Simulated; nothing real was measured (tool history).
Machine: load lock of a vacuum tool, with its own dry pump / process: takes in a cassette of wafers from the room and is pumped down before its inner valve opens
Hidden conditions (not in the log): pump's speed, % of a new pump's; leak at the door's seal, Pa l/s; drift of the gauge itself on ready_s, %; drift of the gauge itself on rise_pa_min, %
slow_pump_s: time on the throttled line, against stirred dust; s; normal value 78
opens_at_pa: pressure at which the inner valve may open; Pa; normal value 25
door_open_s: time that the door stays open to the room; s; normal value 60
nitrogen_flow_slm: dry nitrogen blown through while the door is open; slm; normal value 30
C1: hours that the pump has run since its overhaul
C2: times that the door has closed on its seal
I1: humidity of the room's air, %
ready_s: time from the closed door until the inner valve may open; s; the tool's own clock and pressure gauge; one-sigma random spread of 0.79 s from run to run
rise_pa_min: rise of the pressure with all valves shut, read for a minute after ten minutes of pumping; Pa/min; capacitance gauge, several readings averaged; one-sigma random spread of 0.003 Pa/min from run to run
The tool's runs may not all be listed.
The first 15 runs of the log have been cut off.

{"run": 16, "hour": 2188.8, "slow_pump_s": 78, "opens_at_pa": 25, "door_open_s": 46, "nitrogen_flow_slm": 30, "C1": 6916, "C2": 15326, "I1": 45.8, "ready_s": 123.9, "rise_pa_min": 0.025}
{"run": 17, "hour": 2377.0, "slow_pump_s": 78, "opens_at_pa": 25, "door_open_s": 46, "nitrogen_flow_slm": 30, "C1": 7104, "C2": 15726, "I1": 44.1, "ready_s": 124.2, "rise_pa_min": 0.022}
{"run": 18, "hour": 2485.2, "slow_pump_s": 78, "opens_at_pa": 25, "door_open_s": 46, "nitrogen_flow_slm": 30, "C1": 7213, "C2": 15956, "I1": 45.6, "ready_s": 125.2, "rise_pa_min": 0.026}
{"run": 19, "hour": 2630.1, "slow_pump_s": 78, "opens_at_pa": 25, "door_open_s": 46, "nitrogen_flow_slm": 30, "C1": 7358, "C2": 16263, "I1": 49.3, "ready_s": 124.2, "rise_pa_min": 0.024}
{"run": 20, "hour": 2776.3, "slow_pump_s": 83, "opens_at_pa": 25, "door_open_s": 46, "nitrogen_flow_slm": 6, "C1": 7504, "C2": 16574, "I1": 40.8, "ready_s": 128.7, "rise_pa_min": 0.036}
{"run": 21, "hour": 2929.4, "slow_pump_s": 83, "opens_at_pa": 29, "door_open_s": 46, "nitrogen_flow_slm": 44, "C1": 7657, "C2": 16900, "I1": 45.9, "ready_s": 126.8, "rise_pa_min": 0.029}
{"run": 22, "hour": 3133.0, "slow_pump_s": 78, "opens_at_pa": 25, "door_open_s": 60, "nitrogen_flow_slm": 9, "C1": 7860, "C2": 17332, "I1": 47.0, "ready_s": 125.1, "rise_pa_min": 0.038}
{"run": 23, "hour": 3237.9, "slow_pump_s": 78, "opens_at_pa": 25, "door_open_s": 60, "nitrogen_flow_slm": 6, "C1": 7965, "C2": 17555, "I1": 42.8, "ready_s": 125.5, "rise_pa_min": 0.035}
{"run": 24, "hour": 3411.6, "slow_pump_s": 78, "opens_at_pa": 25, "door_open_s": 60, "nitrogen_flow_slm": 6, "C1": 8139, "C2": 17924, "I1": 45.4, "ready_s": 124.6, "rise_pa_min": 0.043}
{"run": 25, "hour": 3593.9, "slow_pump_s": 78, "opens_at_pa": 38, "door_open_s": 60, "nitrogen_flow_slm": 30, "C1": 8321, "C2": 18312, "I1": 45.3, "ready_s": 121.9, "rise_pa_min": 0.03}
{"run": 26, "hour": 3707.7, "slow_pump_s": 137, "opens_at_pa": 41, "door_open_s": 60, "nitrogen_flow_slm": 30, "C1": 8435, "C2": 18554, "I1": 45.9, "ready_s": 165.5, "rise_pa_min": 0.028}
{"run": 27, "hour": 3811.2, "slow_pump_s": 84, "opens_at_pa": 22, "door_open_s": 68, "nitrogen_flow_slm": 12, "C1": 8539, "C2": 18774, "I1": 44.4, "ready_s": 131.6, "rise_pa_min": 0.026}
{"run": 28, "hour": 3984.7, "slow_pump_s": 78, "opens_at_pa": 25, "door_open_s": 178, "nitrogen_flow_slm": 7, "C1": 8712, "C2": 19143, "I1": 43.0, "ready_s": 125.3, "rise_pa_min": 0.058}
{"run": 29, "hour": 4203.7, "slow_pump_s": 102, "opens_at_pa": 24, "door_open_s": 103, "nitrogen_flow_slm": 8, "C1": 8931, "C2": 19608, "I1": 46.0, "ready_s": 141.8, "rise_pa_min": 0.046}
{"run": 30, "hour": 4323.8, "slow_pump_s": 102, "opens_at_pa": 24, "door_open_s": 103, "nitrogen_flow_slm": 8, "C1": 9051, "C2": 19863, "I1": 42.8, "ready_s": 143.2, "rise_pa_min": 0.051}
{"run": 31, "hour": 4434.7, "slow_pump_s": 84, "opens_at_pa": 25, "door_open_s": 129, "nitrogen_flow_slm": 19, "C1": 9162, "C2": 20099, "I1": 47.2, "ready_s": 128.9, "rise_pa_min": 0.041}
{"run": 32, "hour": 4637.8, "slow_pump_s": 78, "opens_at_pa": 36, "door_open_s": 31, "nitrogen_flow_slm": 30, "C1": 9365, "C2": 20531, "I1": 43.7, "ready_s": 122.3, "rise_pa_min": 0.032}
{"run": 33, "hour": 4728.0, "slow_pump_s": 78, "opens_at_pa": 25, "door_open_s": 60, "nitrogen_flow_slm": 7, "C1": 9455, "C2": 20722, "I1": 44.4, "ready_s": 125.2, "rise_pa_min": 0.041}
{"run": 34, "hour": 4920.0, "slow_pump_s": 128, "opens_at_pa": 25, "door_open_s": 60, "nitrogen_flow_slm": 30, "C1": 9647, "C2": 21131, "I1": 43.0, "ready_s": 163.4, "rise_pa_min": 0.034}
{"run": 35, "hour": 5049.1, "slow_pump_s": 128, "opens_at_pa": 25, "door_open_s": 60, "nitrogen_flow_slm": 30, "C1": 9777, "C2": 21405, "I1": 42.0, "ready_s": 162.9, "rise_pa_min": 0.037}

Each row is a separate what-if for the run after 35, all from the same tool condition, not one after another. Results?
{"run": "A", "hour": 5163.6, "slow_pump_s": 128, "opens_at_pa": 25, "door_open_s": 29, "nitrogen_flow_slm": 30, "C1": 9891, "C2": 21648, "I1": 45.3, "ready_s": "?", "rise_pa_min": "?"}
{"run": "B", "hour": 5163.6, "slow_pump_s": 41, "opens_at_pa": 25, "door_open_s": 60, "nitrogen_flow_slm": 30, "C1": 9891, "C2": 21648, "I1": 44.6, "ready_s": "?", "rise_pa_min": "?"}
{"run": "C", "hour": 5163.6, "slow_pump_s": 143, "opens_at_pa": 25, "door_open_s": 60, "nitrogen_flow_slm": 30, "C1": 9891, "C2": 21648, "I1": 45.8, "ready_s": "?", "rise_pa_min": "?"}
{"run": "D", "hour": 5163.6, "slow_pump_s": 128, "opens_at_pa": 21, "door_open_s": 60, "nitrogen_flow_slm": 30, "C1": 9891, "C2": 21648, "I1": 42.7, "ready_s": "?", "rise_pa_min": "?"}
{"run": "E", "hour": 5163.6, "slow_pump_s": 78, "opens_at_pa": 33, "door_open_s": 50, "nitrogen_flow_slm": 30, "C1": 9891, "C2": 21648, "I1": 43.2, "ready_s": "?", "rise_pa_min": "?"}

run=A ready_s=163.2 rise_pa_min=0.033
run=B ready_s=98.1 rise_pa_min=0.034
run=C ready_s=173.4 rise_pa_min=0.038
run=D ready_s=163.8 rise_pa_min=0.031
run=E ready_s=124.3 rise_pa_min=0.035
Without the tool's unlogged condition, the same runs would have read:
run=A ready_s=159.7 rise_pa_min=0.010
run=B ready_s=92.4 rise_pa_min=0.010
run=C ready_s=170.3 rise_pa_min=0.015
run=D ready_s=160.0 rise_pa_min=0.008
run=E ready_s=119.8 rise_pa_min=0.013
